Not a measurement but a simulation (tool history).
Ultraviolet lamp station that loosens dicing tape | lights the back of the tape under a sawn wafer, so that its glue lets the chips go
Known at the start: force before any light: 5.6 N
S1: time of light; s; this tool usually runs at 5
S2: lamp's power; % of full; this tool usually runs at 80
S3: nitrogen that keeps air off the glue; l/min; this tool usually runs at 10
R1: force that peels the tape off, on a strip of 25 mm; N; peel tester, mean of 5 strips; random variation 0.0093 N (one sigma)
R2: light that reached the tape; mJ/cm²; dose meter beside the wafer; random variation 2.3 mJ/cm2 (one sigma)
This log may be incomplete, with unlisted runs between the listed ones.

run,hour,S1,S2,S3,R1,R2
1,0.0,5,80,10,0.793,150
2,36.1,5,80,10,0.796,149
3,64.2,5,80,10,0.829,149
4,86.6,5,80,10,0.861,147
5,101.9,5,71,10,1.026,126
6,123.4,5,71,10,1.073,123
7,138.4,5,71,10,1.059,123
8,173.5,5,80,10,0.951,135
9,199.9,5,80,10,0.963,135
10,233.8,5,80,10,0.983,133
11,254.9,5,80,10,1.048,127
12,283.8,5,75,10,1.141,121
13,319.8,5,75,10,1.169,112
14,335.1,5,80,4,1.489,124
15,364.4,5,65,4,1.958,98
16,382.7,2,80,10,2.867,51
# hour 400.6: window cleaned of glue's vapour
# hour 408.6: lamp changed
17,410.5,2,80,10,2.141,69
18,426.9,5,80,3,1.047,178
19,445.1,5,80,3,1.098,175
20,463.2,6,80,10,0.441,205
21,485.0,5,80,10,0.652,171
22,499.8,5,99,10,0.450,214
# hour 510.7: window cleaned of glue's vapour, once more
23,519.3,9,99,10,0.199,495
24,547.6,10,80,7,0.215,437
25,578.5,10,80,7,0.217,435
26,603.2,10,80,7,0.205,426
27,633.7,10,80,7,0.220,422
28,656.9,10,80,7,0.221,413
29,679.4,5,84,9,0.463,217
30,711.1,3,65,14,1.465,96
31,734.1,3,65,14,1.375,95
32,763.5,3,77,4,1.732,111
33,786.9,5,89,10,0.452,214
34,818.8,6,89,4,0.479,252
35,849.9,6,89,4,0.533,249
36,883.2,4,91,13,0.622,165
37,898.0,4,91,13,0.670,167
38,913.6,4,91,13,0.633,164
39,939.3,4,91,13,0.670,162
40,968.0,8,91,13,0.242,318
41,996.2,8,82,13,0.259,279
42,1024.0,8,82,13,0.293,274

A few steps of R1 between consecutive runs. Split each: what settings, incoming material and random variation would produce without the hidden state, and what is left over for the hidden state, along with gauge scatter present in only one of the two compared results (measured, and without hidden state):
Hidden state at play: lamp's light, % of a new lamp's; light that the window lets through, % of a clean one's; drift of the gauge itself on peel_n, %; drift of the gauge itself on dose_mj_cm2, %.
Run 16 -> 17: window cleaned of glue's vapour, lamp changed. R1 -0.726 N: hidden state -0.777, all else +0.051.
Run 17 -> 18: S1 2 -> 5, S3 10 -> 3. R1 -1.094 N: hidden state -0.131, all else -0.963.
Run 19 -> 20: S1 5 -> 6, S3 3 -> 10. R1 -0.657 N: hidden state -0.224, all else -0.433.
Run 29 -> 30: S1 5 -> 3, S2 84 -> 65, S3 9 -> 14. R1 +1.002 N: hidden state +0.169, all else +0.833.
Run 32 -> 33: S1 3 -> 5, S2 77 -> 89, S3 4 -> 10. R1 -1.280 N: hidden state -0.205, all else -1.075.
Run 39 -> 40: S1 4 -> 8. R1 -0.428 N: hidden state -0.214, all else -0.214.
